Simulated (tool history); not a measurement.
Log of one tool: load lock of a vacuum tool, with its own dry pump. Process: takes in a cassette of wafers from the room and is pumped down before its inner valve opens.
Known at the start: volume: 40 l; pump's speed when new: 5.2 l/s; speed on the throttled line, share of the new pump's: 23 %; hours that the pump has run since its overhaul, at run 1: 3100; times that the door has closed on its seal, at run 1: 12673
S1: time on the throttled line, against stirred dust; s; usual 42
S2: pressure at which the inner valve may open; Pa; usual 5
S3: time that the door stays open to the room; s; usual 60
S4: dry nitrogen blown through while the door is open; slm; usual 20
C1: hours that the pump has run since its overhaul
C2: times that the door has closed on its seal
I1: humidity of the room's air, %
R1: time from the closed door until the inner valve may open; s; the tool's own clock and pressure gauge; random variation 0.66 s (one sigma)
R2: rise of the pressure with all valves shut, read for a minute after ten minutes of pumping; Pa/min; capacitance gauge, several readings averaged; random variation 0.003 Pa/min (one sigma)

{"run": 1, "day": 0.0, "S1": 42, "S2": 5, "S3": 60, "S4": 20, "C1": 3100, "C2": 12673, "I1": 39.5, "R1": 111, "R2": 0.204}
{"run": 2, "day": 6.175, "S1": 42, "S2": 5, "S3": 60, "S4": 20, "C1": 3248, "C2": 13027, "I1": 47.6, "R1": 109.9, "R2": 0.216}
{"run": 3, "day": 12.246, "S1": 42, "S2": 5, "S3": 60, "S4": 20, "C1": 3394, "C2": 13375, "I1": 44.5, "R1": 111.4, "R2": 0.223}
{"run": 4, "day": 15.979, "S1": 42, "S2": 5, "S3": 60, "S4": 20, "C1": 3484, "C2": 13589, "I1": 42.8, "R1": 113, "R2": 0.224}
{"run": 5, "day": 22.392, "S1": 42, "S2": 5, "S3": 60, "S4": 20, "C1": 3638, "C2": 13957, "I1": 49.3, "R1": 110.7, "R2": 0.24}
{"run": 6, "day": 26.946, "S1": 42, "S2": 5, "S3": 60, "S4": 20, "C1": 3747, "C2": 14218, "I1": 42.8, "R1": 110.7, "R2": 0.239}
{"run": 7, "day": 31.808, "S1": 42, "S2": 4, "S3": 60, "S4": 20, "C1": 3863, "C2": 14497, "I1": 45.4, "R1": 113.8, "R2": 0.245}
{"run": 8, "day": 37.071, "S1": 42, "S2": 4, "S3": 60, "S4": 8, "C1": 3990, "C2": 14798, "I1": 43.2, "R1": 114.3, "R2": 0.259}
{"run": 9, "day": 42.95, "S1": 42, "S2": 5, "S3": 60, "S4": 12, "C1": 4131, "C2": 15136, "I1": 44.8, "R1": 111.5, "R2": 0.267}
{"run": 10, "day": 47.233, "S1": 42, "S2": 5, "S3": 60, "S4": 12, "C1": 4234, "C2": 15381, "I1": 48.3, "R1": 111, "R2": 0.273}
{"run": 11, "day": 52.704, "S1": 42, "S2": 5, "S3": 60, "S4": 12, "C1": 4365, "C2": 15695, "I1": 44.7, "R1": 112.1, "R2": 0.273}
{"run": 12, "day": 55.6, "S1": 42, "S2": 5, "S3": 60, "S4": 12, "C1": 4434, "C2": 15861, "I1": 46.5, "R1": 111.9, "R2": 0.291}
{"run": 13, "day": 58.929, "S1": 42, "S2": 5, "S3": 40, "S4": 12, "C1": 4514, "C2": 16052, "I1": 45.2, "R1": 112.2, "R2": 0.283}
{"run": 14, "day": 64.258, "S1": 35, "S2": 5, "S3": 40, "S4": 33, "C1": 4642, "C2": 16357, "I1": 42.7, "R1": 106.5, "R2": 0.272}
{"run": 15, "day": 70.496, "S1": 35, "S2": 5, "S3": 40, "S4": 33, "C1": 4792, "C2": 16715, "I1": 46.5, "R1": 107.2, "R2": 0.286}
{"run": 16, "day": 74.783, "S1": 35, "S2": 5, "S3": 40, "S4": 33, "C1": 4895, "C2": 16961, "I1": 42.4, "R1": 107.6, "R2": 0.28}
{"run": 17, "day": 79.075, "S1": 25, "S2": 4, "S3": 60, "S4": 34, "C1": 4998, "C2": 17207, "I1": 45.4, "R1": 101.4, "R2": 0.292}
{"run": 18, "day": 82.421, "S1": 45, "S2": 5, "S3": 60, "S4": 7, "C1": 5078, "C2": 17398, "I1": 45.2, "R1": 114.6, "R2": 0.319}
{"run": 19, "day": 85.817, "S1": 45, "S2": 5, "S3": 60, "S4": 7, "C1": 5160, "C2": 17593, "I1": 43, "R1": 114.5, "R2": 0.33}
{"run": 20, "day": 89.175, "S1": 33, "S2": 8, "S3": 133, "S4": 8, "C1": 5240, "C2": 17786, "I1": 47.9, "R1": 101.5, "R2": 0.368}
{"run": 21, "day": 95.588, "S1": 33, "S2": 8, "S3": 133, "S4": 8, "C1": 5394, "C2": 18153, "I1": 44.6, "R1": 102.5, "R2": 0.368}

Some steps in R1 between neighbouring runs. How much of each would the tool show without its hidden state too (settings, what came in, random variation), and how much is left for the hidden state, with any gauge scatter that isn't in both results?
The hidden state here: pump's speed, % of a new pump's; leak at the door's seal, Pa l/s; drift of the gauge itself on ready_s, %; drift of the gauge itself on rise_pa_min, %.
Run 7 -> 8: S4 20 -> 8. R1 +0.5 s: hidden state +0.3, all else +0.2.
Run 16 -> 17: S1 35 -> 25, S2 5 -> 4, S3 40 -> 60, S4 33 -> 34. R1 -6.2 s: hidden state +0.4, all else -6.6.
Run 17 -> 18: S1 25 -> 45, S2 4 -> 5, S4 34 -> 7. R1 +13.2 s: hidden state -0.3, all else +13.5.
Run 19 -> 20: S1 45 -> 33, S2 5 -> 8, S3 60 -> 133, S4 7 -> 8. R1 -13 s: hidden state -0.2, all else -12.8.

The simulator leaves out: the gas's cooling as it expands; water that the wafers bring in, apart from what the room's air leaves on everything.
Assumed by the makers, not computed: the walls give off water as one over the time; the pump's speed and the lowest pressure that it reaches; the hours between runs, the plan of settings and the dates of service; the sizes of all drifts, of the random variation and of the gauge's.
